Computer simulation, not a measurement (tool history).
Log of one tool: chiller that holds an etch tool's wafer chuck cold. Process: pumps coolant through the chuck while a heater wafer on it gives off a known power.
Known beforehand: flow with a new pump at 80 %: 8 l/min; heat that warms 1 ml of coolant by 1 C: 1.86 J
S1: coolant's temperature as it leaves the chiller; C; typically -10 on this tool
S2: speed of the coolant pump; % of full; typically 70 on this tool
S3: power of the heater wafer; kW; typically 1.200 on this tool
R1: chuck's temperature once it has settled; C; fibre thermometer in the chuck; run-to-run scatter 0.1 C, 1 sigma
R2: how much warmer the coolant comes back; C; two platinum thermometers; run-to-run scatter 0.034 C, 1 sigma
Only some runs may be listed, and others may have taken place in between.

run 1 hour=0.0 | S1=-10 S2=70 S3=1.200 | R1=2.4 R2=5.72
run 2 hour=30.2 | S1=-10 S2=70 S3=1.200 | R1=2.3 R2=5.71
run 3 hour=53.6 | S1=-10 S2=70 S3=1.200 | R1=2.2 R2=5.66
run 4 hour=93.6 | S1=-10 S2=70 S3=1.200 | R1=2.6 R2=5.71
run 5 hour=116.6 | S1=-10 S2=70 S3=1.200 | R1=2.6 R2=5.74
run 6 hour=156.6 | S1=-10 S2=70 S3=1.200 | R1=2.4 R2=5.78
-- hour=163.9 chiller's thermometer calibrated
run 7 hour=193.5 | S1=-10 S2=70 S3=1.200 | R1=2.7 R2=5.73
run 8 hour=212.3 | S1=-10 S2=70 S3=1.200 | R1=2.6 R2=5.76
run 9 hour=238.1 | S1=-10 S2=70 S3=1.200 | R1=2.7 R2=5.71
run 10 hour=260.7 | S1=-15 S2=72 S3=0.740 | R1=-7.3 R2=3.40

Estimate the outcome of run 11 from the log above:
run 11 hour=277.7 | S1=-11 S2=94 S3=0.991 | R1=? R2=?

R1: -2.1 C
R2: 3.59 C
Were there no unlogged condition in the tool, this run, its random variation unchanged, would have produced R1 -2.7 C, R2 3.43 C.
